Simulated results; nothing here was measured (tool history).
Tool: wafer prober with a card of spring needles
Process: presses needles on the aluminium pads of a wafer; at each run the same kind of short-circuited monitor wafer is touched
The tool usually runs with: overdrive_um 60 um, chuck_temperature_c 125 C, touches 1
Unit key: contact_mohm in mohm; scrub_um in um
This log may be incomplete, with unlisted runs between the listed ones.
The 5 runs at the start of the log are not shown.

| run | hour | overdrive_um | chuck_temperature_c | touches | touches since the tips were cleaned | cleanings since the card got new needles | touches since the first contact's height was set | contact_mohm | scrub_um |
|---|---|---|---|---|---|---|---|---|---|
| 6 | 51.4 | 60 | 29 | 1 | 4030 | 12 | 83639 | 251 | 8.393 |
|  | 54.9 | tips cleaned on abrasive film |
|  | 56.2 | height of the first contact set anew |
| 7 | 60.6 | 60 | 103 | 1 | 2871 | 13 | 2378 | 246 | 8.494 |
|  | 66.9 | tips cleaned on abrasive film |
| 8 | 74.5 | 60 | 125 | 1 | 4101 | 14 | 9859 | 261 | 8.462 |
|  | 78.4 | tips cleaned on abrasive film |
| 9 | 85.6 | 60 | 125 | 1 | 3856 | 15 | 15788 | 262 | 8.467 |
|  | 89.8 | tips cleaned on abrasive film |
| 10 | 97.1 | 60 | 125 | 1 | 3963 | 16 | 21997 | 264 | 8.459 |
|  | 100.7 | tips cleaned on abrasive film |
| 11 | 107.9 | 60 | 125 | 1 | 3868 | 17 | 27756 | 266 | 8.442 |
|  | 111.9 | tips cleaned on abrasive film |
| 12 | 115 | 60 | 125 | 1 | 1667 | 18 | 31560 | 245 | 8.433 |
| 13 | 121 | 60 | 125 | 2 | 4914 | 18 | 34807 | 249 | 8.431 |
|  | 123.2 | tips cleaned on abrasive film |
| 14 | 133.1 | 60 | 36 | 2 | 5372 | 19 | 41295 | 233 | 8.434 |
|  | 134.6 | tips cleaned on abrasive film |
| 15 | 144.2 | 62 | 125 | 1 | 5187 | 20 | 47229 | 262 | 8.705 |
|  | 146.2 | tips cleaned on abrasive film |
| 16 | 154.4 | 62 | 125 | 1 | 4418 | 21 | 52679 | 261 | 8.709 |
|  | 157.8 | tips cleaned on abrasive film |
|  | 168.4 | tips cleaned on abrasive film |
| 17 | 168.4 | 54 | 114 | 1 | 0 | 23 | 60177 | 226 | 7.556 |
|  | 179.3 | tips cleaned on abrasive film |
| 18 | 182.8 | 60 | 105 | 1 | 1877 | 24 | 67887 | 241 | 8.401 |
| 19 | 189.1 | 74 | 71 | 1 | 5296 | 24 | 71306 | 242 | 10.378 |
|  | 190.2 | tips cleaned on abrasive film |
| 20 | 197.5 | 74 | 71 | 1 | 3920 | 25 | 75749 | 235 | 10.372 |
|  | 200.8 | tips cleaned on abrasive film |
| 21 | 208.1 | 66 | 125 | 2 | 3967 | 26 | 81458 | 239 | 9.226 |
|  | 211.9 | tips cleaned on abrasive film |
|  | 216.8 | height of the first contact set anew |
| 22 | 217.4 | 66 | 54 | 1 | 2844 | 27 | 345 | 232 | 9.321 |
|  | 222.9 | tips cleaned on abrasive film |
| 23 | 228.6 | 66 | 54 | 1 | 3059 | 28 | 6320 | 239 | 9.318 |
|  | 233.8 | tips cleaned on abrasive film |
| 24 | 237.1 | 60 | 113 | 2 | 1780 | 29 | 10860 | 232 | 8.458 |
|  | 244.6 | tips cleaned on abrasive film |
| 25 | 249.9 | 60 | 113 | 2 | 2850 | 30 | 17738 | 236 | 8.451 |
|  | 255.3 | tips cleaned on abrasive film |
| 26 | 260.4 | 60 | 54 | 2 | 2781 | 31 | 23383 | 230 | 8.452 |
|  | 266.3 | tips cleaned on abrasive film |
| 27 | 269.3 | 60 | 54 | 2 | 1627 | 32 | 28113 | 218 | 8.43 |
|  | 277.4 | tips cleaned on abrasive film |
| 28 | 277.8 | 44 | 118 | 1 | 215 | 33 | 32648 | 240 | 6.176 |
|  | 288.3 | tips cleaned on abrasive film |
| 29 | 292.1 | 46 | 33 | 1 | 2053 | 34 | 40325 | 260 | 6.45 |

Run 30, settings as shown, results not yet in. Your forecast:
|  | 299.2 | tips cleaned on abrasive film |
| 30 | 302.8 | 55 | 35 | 1 | 1939 | 35 | 46057 | ? | ? |

Run 30 gave contact_mohm 241 mohm, scrub_um 7.715 um.
The same run, on a tool lacking any hidden state, would have yielded contact_mohm 200 mohm, scrub_um 7.774 um.
